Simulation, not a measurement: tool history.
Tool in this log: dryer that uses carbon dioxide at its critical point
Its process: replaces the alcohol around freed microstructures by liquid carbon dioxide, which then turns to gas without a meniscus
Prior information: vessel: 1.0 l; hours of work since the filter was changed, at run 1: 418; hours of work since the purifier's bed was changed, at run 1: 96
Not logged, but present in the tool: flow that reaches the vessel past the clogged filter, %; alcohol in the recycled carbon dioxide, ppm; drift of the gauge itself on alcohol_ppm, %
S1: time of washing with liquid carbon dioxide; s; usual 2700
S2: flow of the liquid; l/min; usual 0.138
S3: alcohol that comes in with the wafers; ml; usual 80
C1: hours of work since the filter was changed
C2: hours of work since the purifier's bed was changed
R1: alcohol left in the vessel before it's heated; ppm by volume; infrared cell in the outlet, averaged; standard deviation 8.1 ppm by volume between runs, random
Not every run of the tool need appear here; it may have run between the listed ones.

Run 1, day 0.000: usual settings; C1 418; C2 96. Result: R1 532 ppm by volume.
Run 2, day 0.533: usual settings; C1 425; C2 103. Result: R1 561 ppm by volume.
Run 3, day 1.238: usual settings but S2 0.140 l/min; C1 433; C2 111. Result: R1 554 ppm by volume.
Run 4, day 1.875: usual settings but S2 0.140 l/min; C1 441; C2 119. Result: R1 524 ppm by volume.
Run 5, day 2.288: usual settings but S2 0.140 l/min; C1 446; C2 124. Result: R1 517 ppm by volume.
Run 6, day 2.792: usual settings but S2 0.140 l/min; C1 452; C2 130. Result: R1 519 ppm by volume.
Run 7, day 3.200: usual settings but S2 0.140 l/min; C1 457; C2 135. Result: R1 541 ppm by volume.
Run 8, day 3.771: usual settings but S2 0.140 l/min; C1 464; C2 142. Result: R1 525 ppm by volume.
Run 9, day 4.221: usual settings but S2 0.140 l/min; C1 470; C2 147. Result: R1 539 ppm by volume.
Run 10, day 4.879: usual settings but S3 23 ml; C1 478; C2 155. Result: R1 178 ppm by volume.
Run 11, day 5.250: usual settings but S3 23 ml; C1 482; C2 160. Result: R1 183 ppm by volume.
Run 12, day 5.888: usual settings but S3 23 ml; C1 490; C2 168. Result: R1 178 ppm by volume.
Run 13, day 6.221: usual settings but S3 23 ml; C1 494; C2 172. Result: R1 183 ppm by volume.
Run 14, day 6.946: usual settings but S3 23 ml; C1 503; C2 180. Result: R1 177 ppm by volume.
Run 15, day 7.575: usual settings but S3 29 ml; C1 510; C2 188. Result: R1 241 ppm by volume.
Run 16, day 7.912: usual settings; C1 515; C2 192. Result: R1 608 ppm by volume.
Run 17, day 8.483: usual settings but S3 28 ml; C1 521; C2 199. Result: R1 234 ppm by volume.
Run 18, day 9.121: usual settings but S3 28 ml; C1 529; C2 207. Result: R1 230 ppm by volume.
Run 19, day 9.433: usual settings but S1 1860 s; C1 533; C2 211. Result: R1 2706 ppm by volume.
Run 20, day 9.850: usual settings but S1 1860 s; C1 538; C2 216. Result: R1 2642 ppm by volume.
Run 21, day 10.458: usual settings but S1 1860 s, S3 33 ml; C1 545; C2 223. Result: R1 1151 ppm by volume.
Run 22, day 10.796: usual settings but S3 69 ml; C1 550; C2 227. Result: R1 520 ppm by volume.
Run 23, day 11.358: usual settings; C1 556; C2 234. Result: R1 614 ppm by volume.
Run 24, day 12.004: usual settings; C1 564; C2 242. Result: R1 609 ppm by volume.
Run 25, day 12.662: usual settings but S1 2100 s, S2 0.200 l/min, S3 68 ml; C1 572; C2 250. Result: R1 306 ppm by volume.
Run 26, day 13.008: usual settings but S3 25 ml; C1 576; C2 254. Result: R1 221 ppm by volume.
At day 13.438: inlet filter changed.
Run 27, day 13.746: usual settings but S3 25 ml; C1 4; C2 262. Result: R1 172 ppm by volume.
Run 28, day 14.146: usual settings but S3 25 ml; C1 9; C2 267. Result: R1 169 ppm by volume.
Run 29, day 14.625: usual settings but S1 2520 s, S2 0.110 l/min, S3 29 ml; C1 14; C2 273. Result: R1 624 ppm by volume.
Run 30, day 15.321: usual settings but S2 0.100 l/min, S3 42 ml; C1 23; C2 282. Result: R1 979 ppm by volume.
Run 31, day 15.700: usual settings but S2 0.100 l/min, S3 42 ml; C1 27; C2 286. Result: R1 956 ppm by volume.
Run 32, day 16.146: usual settings but S1 4320 s, S3 23 ml; C1 33; C2 292. Result: R1 49 ppm by volume.
Run 33, day 16.875: usual settings but S1 1860 s, S2 0.108 l/min, S3 23 ml; C1 42; C2 300. Result: R1 1404 ppm by volume.
Run 34, day 17.554: usual settings but S1 4260 s, S2 0.117 l/min, S3 45 ml; C1 50; C2 309. Result: R1 88 ppm by volume.
Run 35, day 17.950: usual settings but S1 4260 s, S2 0.185 l/min, S3 105 ml; C1 55; C2 314. Result: R1 48 ppm by volume.
Run 36, day 18.567: usual settings but S1 4260 s, S2 0.185 l/min, S3 105 ml; C1 62; C2 321. Result: R1 46 ppm by volume.
Run 37, day 19.267: usual settings but S1 4260 s, S2 0.185 l/min, S3 105 ml; C1 71; C2 330. Result: R1 42 ppm by volume.
Run 38, day 19.896: usual settings but S1 4260 s, S2 0.093 l/min, S3 65 ml; C1 78; C2 337. Result: R1 292 ppm by volume.
Run 39, day 20.279: usual settings but S1 2760 s, S2 0.085 l/min, S3 26 ml; C1 83; C2 342. Result: R1 985 ppm by volume.
Run 40, day 20.908: usual settings but S1 2760 s, S2 0.085 l/min, S3 26 ml; C1 91; C2 349. Result: R1 1006 ppm by volume.
Run 41, day 21.492: usual settings but S1 3360 s; C1 98; C2 357. Result: R1 168 ppm by volume.
Run 42, day 22.062: usual settings but S1 3720 s, S2 0.168 l/min, S3 55 ml; C1 105; C2 363. Result: R1 56 ppm by volume.
Run 43, day 22.754: usual settings but S1 2220 s, S2 0.105 l/min, S3 40 ml; C1 113; C2 372. Result: R1 1559 ppm by volume.
Run 44, day 23.400: usual settings but S1 2220 s, S2 0.220 l/min, S3 63 ml; C1 121; C2 380. Result: R1 129 ppm by volume.
Run 45, day 23.775: usual settings but S1 1740 s, S2 0.131 l/min, S3 63 ml; C1 126; C2 384. Result: R1 2639 ppm by volume.
Run 46, day 24.529: usual settings but S1 4260 s, S2 0.207 l/min, S3 105 ml; C1 135; C2 393. Result: R1 63 ppm by volume.
Run 47, day 25.229: usual settings but S1 4260 s, S2 0.207 l/min, S3 105 ml; C1 143; C2 402. Result: R1 66 ppm by volume.
Run 48, day 25.946: usual settings but S1 4260 s, S2 0.207 l/min, S3 105 ml; C1 152; C2 411. Result: R1 51 ppm by volume.

Below are 3 alternative next runs, each starting from the tool's condition after run 48. Predict each:
Run A, day 26.392: usual settings but S1 1620 s, S2 0.100 l/min, S3 101 ml; C1 157; C2 416. Result: R1 ?.
Run B, day 26.392: usual settings but S2 0.145 l/min, S3 30 ml; C1 157; C2 416. Result: R1 ?.
Run C, day 26.392: usual settings but S1 1860 s; C1 157; C2 416. Result: R1 ?.

run     R1
  A  10604
  B    188
  C   2284
The same runs, with their run-to-run variation unchanged, on a tool lacking any hidden condition would have given:
run     R1
  A  10103
  B    120
  C   2085

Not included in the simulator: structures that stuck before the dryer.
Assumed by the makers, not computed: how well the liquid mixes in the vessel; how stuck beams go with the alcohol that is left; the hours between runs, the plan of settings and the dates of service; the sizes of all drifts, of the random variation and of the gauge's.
